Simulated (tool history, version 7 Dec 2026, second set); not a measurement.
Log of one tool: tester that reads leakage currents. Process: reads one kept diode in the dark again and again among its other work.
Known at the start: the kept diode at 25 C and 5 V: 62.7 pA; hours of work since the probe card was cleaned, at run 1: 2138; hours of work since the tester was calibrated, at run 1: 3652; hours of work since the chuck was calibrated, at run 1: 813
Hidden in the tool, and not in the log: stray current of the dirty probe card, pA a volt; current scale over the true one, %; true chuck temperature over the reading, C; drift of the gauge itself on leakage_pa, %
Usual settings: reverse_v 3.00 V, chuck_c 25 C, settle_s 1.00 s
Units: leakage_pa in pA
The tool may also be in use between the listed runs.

| run | hour | reverse_v | chuck_c | settle_s | hours of work since the probe card was cleaned | hours of work since the tester was calibrated | hours of work since the chuck was calibrated | leakage_pa |
|---|---|---|---|---|---|---|---|---|
| 1 | 0.0 | 3.00 | 25 | 1.00 | 2138 | 3652 | 813 | 56.53 |
| 2 | 108.4 | 3.00 | 25 | 1.00 | 2221 | 3735 | 897 | 56.96 |
| 3 | 171.1 | 3.00 | 25 | 1.00 | 2269 | 3783 | 945 | 57.45 |
| 4 | 272.9 | 3.00 | 25 | 1.00 | 2347 | 3861 | 1023 | 57.93 |
| 5 | 392.4 | 3.00 | 25 | 1.00 | 2439 | 3953 | 1114 | 58.72 |
| 6 | 496.3 | 3.00 | 20 | 1.00 | 2519 | 4032 | 1194 | 42.02 |
|  | 512.6 | chuck's temperature calibrated |
| 7 | 574.9 | 3.00 | 20 | 1.00 | 2577 | 4091 | 48 | 38.43 |
| 8 | 669.5 | 3.00 | 31 | 1.00 | 2650 | 4164 | 120 | 82.70 |
| 9 | 777.5 | 3.00 | 31 | 3.40 | 2733 | 4246 | 203 | 82.67 |
| 10 | 902.1 | 1.18 | 25 | 1.00 | 2828 | 4342 | 299 | 33.96 |
| 11 | 974.8 | 1.18 | 25 | 1.00 | 2884 | 4398 | 354 | 34.16 |
| 12 | 1075.1 | 1.18 | 25 | 1.00 | 2961 | 4475 | 431 | 34.64 |
| 13 | 1202.2 | 1.18 | 25 | 1.00 | 3058 | 4572 | 529 | 34.80 |
| 14 | 1289.3 | 1.18 | 25 | 1.00 | 3125 | 4639 | 596 | 35.31 |
| 15 | 1368.1 | 1.18 | 25 | 1.00 | 3186 | 4699 | 656 | 35.44 |
| 16 | 1442.1 | 1.18 | 25 | 1.00 | 3242 | 4756 | 713 | 35.58 |
| 17 | 1581.1 | 11.57 | 51 | 7.01 | 3349 | 4863 | 819 | 635.42 |
| 18 | 1675.8 | 11.57 | 58 | 3.04 | 3422 | 4935 | 892 | 985.08 |
| 19 | 1769.7 | 1.78 | 35 | 0.36 | 3494 | 5007 | 964 | 90.90 |
| 20 | 1851.4 | 9.86 | 25 | 1.00 | 3556 | 5070 | 1027 | 117.43 |
| 21 | 1915.1 | 1.63 | 44 | 6.59 | 3605 | 5119 | 1076 | 158.18 |

Measured less the same run without the tool's hidden state. The same run-to-run variation is in both; the gauge's scatter may not be:
| run | leakage_pa |
|---|---|
| 1 | +6.55 |
| 2 | +7.11 |
| 3 | +7.43 |
| 4 | +7.88 |
| 5 | +8.52 |
| 6 | +7.64 |
| 7 | +4.11 |
| 8 | +4.37 |
| 9 | +5.07 |
| 10 | +2.35 |
| 11 | +2.55 |
| 12 | +2.84 |
| 13 | +3.15 |
| 14 | +3.42 |
| 15 | +3.64 |
| 16 | +3.84 |
| 17 | +51.42 |
| 18 | +71.10 |
| 19 | +9.12 |
| 20 | +27.00 |
| 21 | +14.06 |
